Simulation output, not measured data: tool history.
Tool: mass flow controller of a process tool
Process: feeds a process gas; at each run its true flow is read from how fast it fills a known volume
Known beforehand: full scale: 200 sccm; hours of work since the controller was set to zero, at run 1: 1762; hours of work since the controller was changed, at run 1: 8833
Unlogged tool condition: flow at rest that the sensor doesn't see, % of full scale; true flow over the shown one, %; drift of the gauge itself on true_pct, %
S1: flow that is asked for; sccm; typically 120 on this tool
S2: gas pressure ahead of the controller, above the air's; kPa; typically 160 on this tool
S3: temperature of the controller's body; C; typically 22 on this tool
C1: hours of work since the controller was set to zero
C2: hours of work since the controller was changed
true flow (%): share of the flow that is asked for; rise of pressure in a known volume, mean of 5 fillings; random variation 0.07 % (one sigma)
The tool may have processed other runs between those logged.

Run 1, day 0: usual settings; C1 1762; C2 8833. Result: true flow (%) 97.15.
Run 2, day 15.004: usual settings; C1 2000; C2 9071. Result: true flow (%) 96.92.
Run 3, day 24.988: usual settings; C1 2158; C2 9229. Result: true flow (%) 97.17.
Run 4, day 40.408: usual settings; C1 2402; C2 9473. Result: true flow (%) 96.98.
Run 5, day 52.8: usual settings; C1 2598; C2 9669. Result: true flow (%) 96.95.
Run 6, day 64.721: usual settings but S2 274 kPa; C1 2787; C2 9858. Result: true flow (%) 97.18.
Run 7, day 78.425: usual settings; C1 3004; C2 10075. Result: true flow (%) 97.01.
Run 8, day 87.396: usual settings; C1 3146; C2 10217. Result: true flow (%) 96.92.
Run 9, day 100.308: usual settings but S3 36 C; C1 3350; C2 10421. Result: true flow (%) 96.34.
Run 10, day 111.167: usual settings but S3 36 C; C1 3522; C2 10593. Result: true flow (%) 96.34.
Run 11, day 125.388: usual settings; C1 3747; C2 10818. Result: true flow (%) 96.79.
Run 12, day 136.404: usual settings; C1 3921; C2 10992. Result: true flow (%) 96.94.
Run 13, day 144.692: usual settings; C1 4053; C2 11124. Result: true flow (%) 96.85.
Run 14, day 151.921: usual settings but S3 25 C; C1 4167; C2 11238. Result: true flow (%) 96.66.
Run 15, day 163.996: usual settings but S3 25 C; C1 4358; C2 11429. Result: true flow (%) 96.69.
Run 16, day 178.054: usual settings; C1 4581; C2 11652. Result: true flow (%) 96.82.
Run 17, day 191.329: usual settings; C1 4791; C2 11862. Result: true flow (%) 96.82.
At day 192.275: controller's zero set anew.
Run 18, day 202.512: usual settings but S3 23 C; C1 162; C2 12039. Result: true flow (%) 96.98.
Run 19, day 215.433: usual settings but S3 23 C; C1 367; C2 12243. Result: true flow (%) 96.94.
Run 20, day 229.754: usual settings but S3 23 C; C1 593; C2 12470. Result: true flow (%) 96.87.
At day 243.454: controller's zero set anew, once more.
Run 21, day 243.454: usual settings but S3 23 C; C1 0; C2 12686. Result: true flow (%) 95.46.
Run 22, day 254.692: usual settings but S2 148 kPa, S3 23 C; C1 178; C2 12864. Result: true flow (%) 95.48.
Run 23, day 269.217: usual settings but S2 148 kPa, S3 23 C; C1 408; C2 13094. Result: true flow (%) 95.49.
At day 272.575: controller exchanged for a calibrated one.
Run 24, day 281.717: usual settings but S1 182 sccm, S3 23 C; C1 145; C2 145. Result: true flow (%) 99.8.
Run 25, day 293.075: usual settings but S2 142 kPa, S3 30 C; C1 325; C2 325. Result: true flow (%) 99.01.
Run 26, day 303.258: usual settings but S2 142 kPa, S3 30 C; C1 486; C2 486. Result: true flow (%) 98.91.
Run 27, day 317.421: usual settings but S1 179 sccm; C1 710; C2 710. Result: true flow (%) 99.76.
Run 28, day 331.162: usual settings but S1 179 sccm; C1 927; C2 927. Result: true flow (%) 99.84.
Run 29, day 342.021: usual settings but S1 158 sccm, S2 168 kPa, S3 20 C; C1 1099; C2 1099. Result: true flow (%) 99.67.
Run 30, day 353.196: usual settings but S1 117 sccm, S2 239 kPa, S3 31 C; C1 1276; C2 1276. Result: true flow (%) 98.83.
Run 31, day 363.104: usual settings but S1 117 sccm, S2 197 kPa, S3 31 C; C1 1433; C2 1433. Result: true flow (%) 98.75.
Run 32, day 371.862: usual settings but S1 58 sccm, S2 216 kPa, S3 32 C; C1 1572; C2 1572. Result: true flow (%) 98.59.
Run 33, day 382.904: usual settings but S1 58 sccm, S2 216 kPa, S3 32 C; C1 1747; C2 1747. Result: true flow (%) 98.65.
Run 34, day 395.075: usual settings but S1 58 sccm, S2 203 kPa, S3 32 C; C1 1939; C2 1939. Result: true flow (%) 98.55.
Run 35, day 410.283: usual settings but S1 79 sccm, S2 196 kPa, S3 25 C; C1 2180; C2 2180. Result: true flow (%) 98.99.
Run 36, day 421.862: usual settings but S2 271 kPa, S3 20 C; C1 2363; C2 2363. Result: true flow (%) 99.37.
Run 37, day 432.192: usual settings but S2 271 kPa, S3 20 C; C1 2527; C2 2527. Result: true flow (%) 99.41.
Run 38, day 447.425: usual settings but S2 271 kPa, S3 20 C; C1 2768; C2 2768. Result: true flow (%) 99.39.
Run 39, day 462.038: usual settings but S2 187 kPa, S3 32 C; C1 2999; C2 2999. Result: true flow (%) 98.72.
Run 40, day 472.004: usual settings but S1 83 sccm, S2 187 kPa, S3 37 C; C1 3157; C2 3157. Result: true flow (%) 98.38.
Run 41, day 478.583: usual settings but S1 83 sccm, S2 187 kPa, S3 37 C; C1 3261; C2 3261. Result: true flow (%) 98.41.
Run 42, day 486.142: usual settings but S1 83 sccm, S2 187 kPa, S3 37 C; C1 3381; C2 3381. Result: true flow (%) 98.47.

For some of the steps in true flow (%) from one run to the next: how much would appear even if the tool had no hidden state, given the settings, what came in and random variation, and how much remains for the hidden state plus any gauge scatter that the measured result and the result without hidden state don't share?
Run 20 -> 21: controller's zero set anew, once more. true flow (%) -1.41: hidden state -1.48, all else +0.07.
Run 23 -> 24: S1 120 -> 182, S2 148 -> 160, controller exchanged for a calibrated one. true flow (%) +4.31: hidden state +3.85, all else +0.46.
Run 26 -> 27: S1 120 -> 179, S2 142 -> 160, S3 30 -> 22. true flow (%) +0.85: hidden state -0.07, all else +0.92.
Run 31 -> 32: S1 117 -> 58, S2 197 -> 216, S3 31 -> 32. true flow (%) -0.16: hidden state +0.33, all else -0.49.
